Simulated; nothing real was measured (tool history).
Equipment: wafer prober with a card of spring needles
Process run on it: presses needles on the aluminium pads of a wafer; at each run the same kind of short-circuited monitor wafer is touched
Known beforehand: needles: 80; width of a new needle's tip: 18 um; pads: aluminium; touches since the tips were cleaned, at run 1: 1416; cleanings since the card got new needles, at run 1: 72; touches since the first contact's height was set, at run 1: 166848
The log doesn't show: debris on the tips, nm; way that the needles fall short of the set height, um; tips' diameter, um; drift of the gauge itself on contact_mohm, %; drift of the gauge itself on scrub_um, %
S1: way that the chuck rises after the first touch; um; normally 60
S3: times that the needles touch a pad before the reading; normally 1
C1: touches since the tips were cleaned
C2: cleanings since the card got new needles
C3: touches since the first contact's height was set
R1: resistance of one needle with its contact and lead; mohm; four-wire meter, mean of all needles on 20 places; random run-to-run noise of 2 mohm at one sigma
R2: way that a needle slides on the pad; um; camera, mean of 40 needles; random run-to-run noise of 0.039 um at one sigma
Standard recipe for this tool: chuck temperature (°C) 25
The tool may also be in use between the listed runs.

Run 1, hour 0: usual settings; C1 1416; C2 72; C3 166848. Result: R1 239 mohm, R2 8.63 um.
At hour 10: tips cleaned on abrasive film.
Run 2, hour 10.6: usual settings; C1 394; C2 73; C3 174246. Result: R1 379 mohm, R2 8.54 um.
At hour 22.2: tips cleaned on abrasive film.
Run 3, hour 31.1: usual settings; C1 6333; C2 74; C3 188694. Result: R1 307 mohm, R2 8.51 um.
At hour 34.9: tips cleaned on abrasive film.
Run 4, hour 44.4: usual settings; C1 6720; C2 75; C3 198005. Result: R1 313 mohm, R2 8.53 um.
At hour 47.6: tips cleaned on abrasive film.
At hour 59.2: tips cleaned on abrasive film.
Run 5, hour 62.2: usual settings but S3 3; C1 2174; C2 77; C3 210446. Result: R1 231 mohm, R2 8.53 um.
At hour 70.6: tips cleaned on abrasive film.
Run 6, hour 76.1: usual settings but chuck temperature (°C) 118; C1 3905; C2 78; C3 220173. Result: R1 300 mohm, R2 8.45 um.
At hour 83.2: tips cleaned on abrasive film.
Run 7, hour 88.8: usual settings but chuck temperature (°C) 118; C1 3919; C2 79; C3 229021. Result: R1 302 mohm, R2 8.58 um.
At hour 95.2: tips cleaned on abrasive film.
At hour 101.5: tips cleaned on abrasive film, once more.
Run 8, hour 103.2: usual settings but chuck temperature (°C) 118; C1 1192; C2 81; C3 239061. Result: R1 264 mohm, R2 8.4 um.
At hour 109.2: height of the first contact set anew.
At hour 114: tips cleaned on abrasive film.
Run 9, hour 119.8: usual settings but chuck temperature (°C) 118; C1 4091; C2 82; C3 7458. Result: R1 301 mohm, R2 8.75 um.
At hour 126.9: tips cleaned on abrasive film.
At hour 138.8: tips cleaned on abrasive film.
Run 10, hour 138.8: usual settings; C1 0; C2 84; C3 20715. Result: R1 230 mohm, R2 8.79 um.
At hour 150.3: tips cleaned on abrasive film.
Run 11, hour 150.7: usual settings; C1 318; C2 85; C3 29074. Result: R1 229 mohm, R2 8.83 um.
At hour 161.9: tips cleaned on abrasive film.
Run 12, hour 161.9: usual settings; C1 0; C2 86; C3 36893. Result: R1 226 mohm, R2 8.79 um.
At hour 173.8: tips cleaned on abrasive film.
Run 13, hour 184.2: usual settings; C1 7396; C2 87; C3 52590. Result: R1 308 mohm, R2 8.75 um.
At hour 185.9: tips cleaned on abrasive film.
At hour 198.3: tips cleaned on abrasive film.
Run 14, hour 198.3: usual settings; C1 0; C2 89; C3 62368. Result: R1 220 mohm, R2 8.73 um.
At hour 210.2: tips cleaned on abrasive film.
At hour 222.2: tips cleaned on abrasive film.
Run 15, hour 222.6: usual settings; C1 295; C2 91; C3 79419. Result: R1 233 mohm, R2 8.72 um.
At hour 234.6: tips cleaned on abrasive film.
Run 16, hour 238.7: usual settings but S1 53 um, chuck temperature (°C) 31; C1 2936; C2 92; C3 90698. Result: R1 293 mohm, R2 7.7 um.
At hour 246.3: tips cleaned on abrasive film.
At hour 258.7: tips cleaned on abrasive film.
Run 17, hour 258.7: usual settings but S1 63 um, chuck temperature (°C) 93, S3 3; C1 0; C2 94; C3 104702. Result: R1 235 mohm, R2 9.17 um.
At hour 270.4: tips cleaned on abrasive film.
Run 18, hour 272.3: usual settings but S1 42 um, chuck temperature (°C) 59, S3 3; C1 1310; C2 95; C3 114172. Result: R1 266 mohm, R2 6.05 um.
At hour 282.2: tips cleaned on abrasive film.
Run 19, hour 290.7: usual settings but S1 42 um, chuck temperature (°C) 59, S3 3; C1 5991; C2 96; C3 127095. Result: R1 296 mohm, R2 6.02 um.
At hour 294.3: tips cleaned on abrasive film.
At hour 307.1: tips cleaned on abrasive film.
Run 20, hour 307.1: usual settings but S1 65 um, chuck temperature (°C) 41; C1 0; C2 98; C3 138576. Result: R1 227 mohm, R2 9.44 um.
At hour 318.9: tips cleaned on abrasive film.
Run 21, hour 320.8: usual settings but S1 52 um, chuck temperature (°C) 52, S3 2; C1 1397; C2 99; C3 148190. Result: R1 263 mohm, R2 7.39 um.
At hour 331.8: tips cleaned on abrasive film.
Run 22, hour 332.6: usual settings but S1 71 um, chuck temperature (°C) 49, S3 2; C1 590; C2 100; C3 156423. Result: R1 229 mohm, R2 10.22 um.
At hour 344.4: tips cleaned on abrasive film.
Run 23, hour 348.1: usual settings but chuck temperature (°C) 86; C1 2560; C2 101; C3 167276. Result: R1 281 mohm, R2 8.65 um.
At hour 356.4: tips cleaned on abrasive film.
Run 24, hour 367.3: usual settings but chuck temperature (°C) 61; C1 7680; C2 102; C3 180762. Result: R1 326 mohm, R2 8.63 um.
At hour 369.5: tips cleaned on abrasive film.
At hour 382.5: tips cleaned on abrasive film.
Run 25, hour 382.7: usual settings but S1 76 um; C1 141; C2 104; C3 191537. Result: R1 222 mohm, R2 11.02 um.
At hour 394.9: tips cleaned on abrasive film.
Run 26, hour 400.3: usual settings but S1 76 um; C1 3824; C2 105; C3 203906. Result: R1 261 mohm, R2 10.85 um.
At hour 406.7: tips cleaned on abrasive film.
Run 27, hour 411.2: usual settings but S1 70 um, S3 3; C1 3180; C2 106; C3 211497. Result: R1 235 mohm, R2 10.02 um.
At hour 418.2: tips cleaned on abrasive film.
Run 28, hour 426.8: usual settings but S1 49 um, S3 3; C1 6089; C2 107; C3 222480. Result: R1 277 mohm, R2 6.91 um.
At hour 429.9: tips cleaned on abrasive film.
At hour 441.9: tips cleaned on abrasive film.
Run 29, hour 446.2: usual settings but S1 71 um, S3 2; C1 3017; C2 109; C3 235982. Result: R1 240 mohm, R2 10.11 um.
At hour 455.4: tips cleaned on abrasive film.
At hour 455.7: height of the first contact set anew.
At hour 468.2: tips cleaned on abrasive film.
Run 30, hour 468.5: usual settings; C1 216; C2 111; C3 9004. Result: R1 239 mohm, R2 8.82 um.

What differs in the tool's unlogged condition from the final listed run ahead of each entry between runs to the first listed run following it?
After run 1, before run 2: tips cleaned on abrasive film (hour 10)
  debris on the tips, nm: 26.2 -> 139.6; way that the needles fall short of the set height, um: 1.24 -> 1.92; tips' diameter, um: 19.85 -> 21.04
  difference, measured minus the result without the unlogged condition, R1: +28 -> +166 mohm; R2: -0.18 -> -0.28 um
After run 2, before run 3: tips cleaned on abrasive film (hour 22.2)
  debris on the tips, nm: 139.6 -> 78; way that the needles fall short of the set height, um: 1.92 -> 1.99; tips' diameter, um: 21.04 -> 21.06
  difference, measured minus the result without the unlogged condition, R1: +166 -> +94 mohm; R2: -0.28 -> -0.29 um
After run 3, before run 4: tips cleaned on abrasive film (hour 34.9)
  debris on the tips, nm: 78 -> 81.3; way that the needles fall short of the set height, um: 1.99 -> 2.05; tips' diameter, um: 21.06 -> 21.08
  difference, measured minus the result without the unlogged condition, R1: +94 -> +99 mohm; R2: -0.29 -> -0.3 um
After run 4, before run 5: tips cleaned on abrasive film (hour 47.6); tips cleaned on abrasive film (hour 59.2)
  debris on the tips, nm: 81.3 -> 39; way that the needles fall short of the set height, um: 2.05 -> 2.21; tips' diameter, um: 21.08 -> 21.14
  difference, measured minus the result without the unlogged condition, R1: +99 -> +21 mohm; R2: -0.3 -> -0.32 um
After run 5, before run 6: tips cleaned on abrasive film (hour 70.6)
  debris on the tips, nm: 39 -> 56.6; way that the needles fall short of the set height, um: 2.21 -> 2.31; tips' diameter, um: 21.14 -> 21.17
  difference, measured minus the result without the unlogged condition, R1: +21 -> +63 mohm; R2: -0.32 -> -0.34 um
After run 6, before run 7: tips cleaned on abrasive film (hour 83.2)
  debris on the tips, nm: 56.6 -> 63.6; way that the needles fall short of the set height, um: 2.31 -> 2.4; tips' diameter, um: 21.17 -> 21.21
  difference, measured minus the result without the unlogged condition, R1: +63 -> +69 mohm; R2: -0.34 -> -0.36 um
After run 7, before run 8: tips cleaned on abrasive film (hour 95.2); tips cleaned on abrasive film, once more (hour 101.5)
  debris on the tips, nm: 63.6 -> 21.5; way that the needles fall short of the set height, um: 2.4 -> 2.57; tips' diameter, um: 21.21 -> 21.27
  difference, measured minus the result without the unlogged condition, R1: +69 -> +28 mohm; R2: -0.36 -> -0.38 um
After run 8, before run 9: height of the first contact set anew (hour 109.2); tips cleaned on abrasive film (hour 114)
  debris on the tips, nm: 21.5 -> 61.8; way that the needles fall short of the set height, um: 2.57 -> 0.06; tips' diameter, um: 21.27 -> 21.28
  difference, measured minus the result without the unlogged condition, R1: +28 -> +63 mohm; R2: -0.38 -> -0.01 um
After run 9, before run 10: tips cleaned on abrasive film (hour 126.9); tips cleaned on abrasive film (hour 138.8)
  debris on the tips, nm: 61.8 -> 10.1; way that the needles fall short of the set height, um: 0.06 -> 0.21; tips' diameter, um: 21.28 -> 21.34
  difference, measured minus the result without the unlogged condition, R1: +63 -> +16 mohm; R2: -0.01 -> -0.03 um
After run 10, before run 11: tips cleaned on abrasive film (hour 150.3)
  debris on the tips, nm: 10.1 -> 12.4; way that the needles fall short of the set height, um: 0.21 -> 0.28; tips' diameter, um: 21.34 -> 21.36
  difference, measured minus the result without the unlogged condition, R1: +16 -> +18 mohm; R2: -0.03 -> -0.04 um
After run 11, before run 12: tips cleaned on abrasive film (hour 161.9)
  debris on the tips, nm: 12.4 -> 8.9; way that the needles fall short of the set height, um: 0.28 -> 0.35; tips' diameter, um: 21.36 -> 21.39
  difference, measured minus the result without the unlogged condition, R1: +18 -> +14 mohm; R2: -0.04 -> -0.05 um
After run 12, before run 13: tips cleaned on abrasive film (hour 173.8)
  debris on the tips, nm: 8.9 -> 83.8; way that the needles fall short of the set height, um: 0.35 -> 0.41; tips' diameter, um: 21.39 -> 21.41
  difference, measured minus the result without the unlogged condition, R1: +14 -> +98 mohm; R2: -0.05 -> -0.06 um
After run 13, before run 14: tips cleaned on abrasive film (hour 185.9); tips cleaned on abrasive film (hour 198.3)
  debris on the tips, nm: 83.8 -> 4.1; way that the needles fall short of the set height, um: 0.41 -> 0.57; tips' diameter, um: 21.41 -> 21.46
  difference, measured minus the result without the unlogged condition, R1: +98 -> +8 mohm; R2: -0.06 -> -0.08 um
After run 14, before run 15: tips cleaned on abrasive film (hour 210.2); tips cleaned on abrasive film (hour 222.2)
  debris on the tips, nm: 4.1 -> 12.6; way that the needles fall short of the set height, um: 0.57 -> 0.72; tips' diameter, um: 21.46 -> 21.52
  difference, measured minus the result without the unlogged condition, R1: +8 -> +18 mohm; R2: -0.08 -> -0.1 um
After run 15, before run 16: tips cleaned on abrasive film (hour 234.6)
  debris on the tips, nm: 12.6 -> 49.7; way that the needles fall short of the set height, um: 0.72 -> 0.81; tips' diameter, um: 21.52 -> 21.55
  difference, measured minus the result without the unlogged condition, R1: +18 -> +77 mohm; R2: -0.1 -> -0.12 um
After run 16, before run 17: tips cleaned on abrasive film (hour 246.3); tips cleaned on abrasive film (hour 258.7)
  debris on the tips, nm: 49.7 -> 8.5; way that the needles fall short of the set height, um: 0.81 -> 0.98; tips' diameter, um: 21.55 -> 21.61
  difference, measured minus the result without the unlogged condition, R1: +77 -> +8 mohm; R2: -0.12 -> -0.15 um
After run 17, before run 18: tips cleaned on abrasive film (hour 270.4)
  debris on the tips, nm: 8.5 -> 32; way that the needles fall short of the set height, um: 0.98 -> 1.06; tips' diameter, um: 21.61 -> 21.63
  difference, measured minus the result without the unlogged condition, R1: +8 -> +33 mohm; R2: -0.15 -> -0.15 um
After run 18, before run 19: tips cleaned on abrasive film (hour 282.2)
  debris on the tips, nm: 32 -> 76; way that the needles fall short of the set height, um: 1.06 -> 1.13; tips' diameter, um: 21.63 -> 21.66
  difference, measured minus the result without the unlogged condition, R1: +33 -> +68 mohm; R2: -0.15 -> -0.17 um
After run 19, before run 20: tips cleaned on abrasive film (hour 294.3); tips cleaned on abrasive film (hour 307.1)
  debris on the tips, nm: 76 -> 7.5; way that the needles fall short of the set height, um: 1.13 -> 1.29; tips' diameter, um: 21.66 -> 21.72
  difference, measured minus the result without the unlogged condition, R1: +68 -> +12 mohm; R2: -0.17 -> -0.19 um
After run 20, before run 21: tips cleaned on abrasive film (hour 318.9)
  debris on the tips, nm: 7.5 -> 35.1; way that the needles fall short of the set height, um: 1.29 -> 1.36; tips' diameter, um: 21.72 -> 21.74
  difference, measured minus the result without the unlogged condition, R1: +12 -> +38 mohm; R2: -0.19 -> -0.2 um
After run 21, before run 22: tips cleaned on abrasive film (hour 331.8)
  debris on the tips, nm: 35.1 -> 16.4; way that the needles fall short of the set height, um: 1.36 -> 1.44; tips' diameter, um: 21.74 -> 21.77
  difference, measured minus the result without the unlogged condition, R1: +38 -> +13 mohm; R2: -0.2 -> -0.21 um
After run 22, before run 23: tips cleaned on abrasive film (hour 344.4)
  debris on the tips, nm: 16.4 -> 41.7; way that the needles fall short of the set height, um: 1.44 -> 1.52; tips' diameter, um: 21.77 -> 21.8
  difference, measured minus the result without the unlogged condition, R1: +13 -> +52 mohm; R2: -0.21 -> -0.23 um
After run 23, before run 24: tips cleaned on abrasive film (hour 356.4)
  debris on the tips, nm: 41.7 -> 90.5; way that the needles fall short of the set height, um: 1.52 -> 1.58; tips' diameter, um: 21.8 -> 21.82
  difference, measured minus the result without the unlogged condition, R1: +52 -> +108 mohm; R2: -0.23 -> -0.23 um
After run 24, before run 25: tips cleaned on abrasive film (hour 369.5); tips cleaned on abrasive film (hour 382.5)
  debris on the tips, nm: 90.5 -> 13.8; way that the needles fall short of the set height, um: 1.58 -> 1.73; tips' diameter, um: 21.82 -> 21.87
  difference, measured minus the result without the unlogged condition, R1: +108 -> +14 mohm; R2: -0.23 -> -0.25 um
After run 25, before run 26: tips cleaned on abrasive film (hour 394.9)
  debris on the tips, nm: 13.8 -> 59.5; way that the needles fall short of the set height, um: 1.73 -> 1.8; tips' diameter, um: 21.87 -> 21.9
  difference, measured minus the result without the unlogged condition, R1: +14 -> +50 mohm; R2: -0.25 -> -0.27 um
After run 26, before run 27: tips cleaned on abrasive film (hour 406.7)
  debris on the tips, nm: 59.5 -> 57.1; way that the needles fall short of the set height, um: 1.8 -> 1.87; tips' diameter, um: 21.9 -> 21.92
  difference, measured minus the result without the unlogged condition, R1: +50 -> +23 mohm; R2: -0.27 -> -0.28 um
After run 27, before run 28: tips cleaned on abrasive film (hour 418.2)
  debris on the tips, nm: 57.1 -> 79.4; way that the needles fall short of the set height, um: 1.87 -> 1.93; tips' diameter, um: 21.92 -> 21.94
  difference, measured minus the result without the unlogged condition, R1: +23 -> +60 mohm; R2: -0.28 -> -0.28 um
After run 28, before run 29: tips cleaned on abrasive film (hour 429.9); tips cleaned on abrasive film (hour 441.9)
  debris on the tips, nm: 79.4 -> 49.9; way that the needles fall short of the set height, um: 1.93 -> 2.07; tips' diameter, um: 21.94 -> 21.99
  difference, measured minus the result without the unlogged condition, R1: +60 -> +31 mohm; R2: -0.28 -> -0.3 um
After run 29, before run 30: tips cleaned on abrasive film (hour 455.4); height of the first contact set anew (hour 455.7); tips cleaned on abrasive film (hour 468.2)
  debris on the tips, nm: 49.9 -> 13.6; way that the needles fall short of the set height, um: 2.07 -> 0.06; tips' diameter, um: 21.99 -> 22.04
  difference, measured minus the result without the unlogged condition, R1: +31 -> +21 mohm; R2: -0.3 -> -0.01 um
